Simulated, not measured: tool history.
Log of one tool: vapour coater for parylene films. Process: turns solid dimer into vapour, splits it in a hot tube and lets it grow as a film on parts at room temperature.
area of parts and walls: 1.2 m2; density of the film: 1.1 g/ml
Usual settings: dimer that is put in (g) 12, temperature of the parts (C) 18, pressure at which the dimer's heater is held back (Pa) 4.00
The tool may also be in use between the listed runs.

run,hour,dimer that is put in (g),temperature of the parts (C),pressure at which the dimer's heater is held back (Pa),thickness of the film (um)
1,0.0,12,18,4.00,5.72
2,14.8,12,18,4.00,5.71
3,22.5,12,18,4.00,5.68
4,29.9,12,18,4.00,5.69
5,41.3,12,18,4.00,5.71
6,51.0,12,18,4.00,5.68
7,61.5,12,24,7.66,4.13
8,70.7,13,20,9.40,5.00
9,80.9,6,11,10.60,3.12
10,88.6,6,11,10.60,3.11
11,101.1,6,11,10.60,3.10

Forecast each of these 4 alternatives for the next run:
A,111.1,6,24,10.60,?
B,111.1,21,27,3.76,?
C,111.1,12,18,10.77,?
D,111.1,17,11,5.36,?

run,thickness of the film (um)
A,1.95
B,7.27
C,4.84
D,9.90
Without the tool's hidden state the same runs would have given:
run,thickness of the film (um)
A,2.00
B,7.44
C,4.96
D,10.13

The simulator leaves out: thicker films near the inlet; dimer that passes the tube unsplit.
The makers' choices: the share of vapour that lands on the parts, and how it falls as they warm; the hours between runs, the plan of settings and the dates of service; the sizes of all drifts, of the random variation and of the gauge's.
